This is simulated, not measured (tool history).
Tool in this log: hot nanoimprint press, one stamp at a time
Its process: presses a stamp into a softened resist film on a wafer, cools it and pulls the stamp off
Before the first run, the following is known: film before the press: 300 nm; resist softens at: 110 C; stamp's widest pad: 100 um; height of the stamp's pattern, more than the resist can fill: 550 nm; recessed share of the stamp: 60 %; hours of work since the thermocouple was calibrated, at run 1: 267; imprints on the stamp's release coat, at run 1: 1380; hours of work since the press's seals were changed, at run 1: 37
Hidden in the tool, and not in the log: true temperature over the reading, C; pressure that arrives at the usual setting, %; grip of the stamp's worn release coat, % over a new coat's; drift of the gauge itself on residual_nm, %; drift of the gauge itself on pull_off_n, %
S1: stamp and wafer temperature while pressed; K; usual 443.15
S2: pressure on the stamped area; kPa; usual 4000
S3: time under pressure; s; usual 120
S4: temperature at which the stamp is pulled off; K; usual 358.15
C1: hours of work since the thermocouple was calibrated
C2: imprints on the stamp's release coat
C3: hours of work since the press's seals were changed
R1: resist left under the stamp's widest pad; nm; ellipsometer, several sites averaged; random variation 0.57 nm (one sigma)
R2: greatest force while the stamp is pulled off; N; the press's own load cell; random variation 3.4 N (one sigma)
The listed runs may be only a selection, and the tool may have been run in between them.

run,day,S1,S2,S3,S4,C1,C2,C3,R1,R2
1,0.000,443.15,4000,120,358.15,267,1380,37,131.3,158
2,0.379,443.15,4000,120,358.15,272,1396,42,132.5,168
3,0.662,443.15,4000,120,358.15,275,1408,46,131.9,158
4,1.067,443.15,4000,120,358.15,280,1425,51,131.9,160
5,1.529,443.15,4000,120,358.15,286,1445,57,132.1,160
6,1.821,443.15,4000,120,358.15,290,1458,60,132.2,170
7,2.246,443.15,4000,120,358.15,295,1476,66,132.4,160
8,2.700,443.15,4000,120,358.15,301,1495,71,132.6,167
9,3.175,443.15,4000,84,358.15,307,1515,77,152.8,157
10,3.692,443.15,4000,84,358.15,313,1538,84,153.0,164
11,4.258,443.15,4000,84,358.15,320,1562,91,152.6,160
12,4.725,443.15,4000,80,358.15,326,1582,97,156.5,166
13,5.262,440.15,4000,76,358.15,333,1605,103,187.2,162
14,5.550,441.15,4000,192,358.15,337,1617,107,125.2,164
15,6.025,438.15,4000,143,344.15,343,1638,113,167.4,208
16,6.438,438.15,4000,143,344.15,348,1655,118,168.8,206
17,6.908,438.15,6140,235,344.15,354,1675,124,117.9,211
18,7.375,438.15,6140,235,344.15,359,1695,130,117.3,210
19,7.929,443.15,2570,66,346.15,366,1719,137,196.0,207
20,8.267,443.15,5520,120,358.15,371,1733,141,117.1,164
21,8.662,443.15,3330,120,358.15,376,1750,146,145.2,162
22,9.088,443.15,3330,120,358.15,381,1768,151,146.0,165
23,9.417,433.15,4000,120,358.15,385,1783,155,229.6,159

5 options for the next run, each taken on its own from the tool as it stands now. Forecast them:
# day 9.833: plate thermocouple calibrated
A,9.875,437.15,4000,120,358.15,1,1797,160,?,?
# day 9.833: plate thermocouple calibrated
B,9.875,433.15,4000,95,358.15,1,1797,160,?,?
# day 9.833: plate thermocouple calibrated
C,9.875,433.15,4000,95,358.15,1,1797,160,?,?
# day 9.833: plate thermocouple calibrated
D,9.875,453.15,3860,103,358.15,1,1797,160,?,?
# day 9.833: plate thermocouple calibrated
E,9.875,433.15,4000,120,352.15,1,1797,160,?,?

run,R1,R2
A,190.4,163
B,239.5,162
C,242.7,171
D,78.8,166
E,229.4,178
With no hidden state in the tool, these same runs would have given:
run,R1,R2
A,185.6,162
B,233.5,161
C,236.6,169
D,76.8,164
E,223.6,176
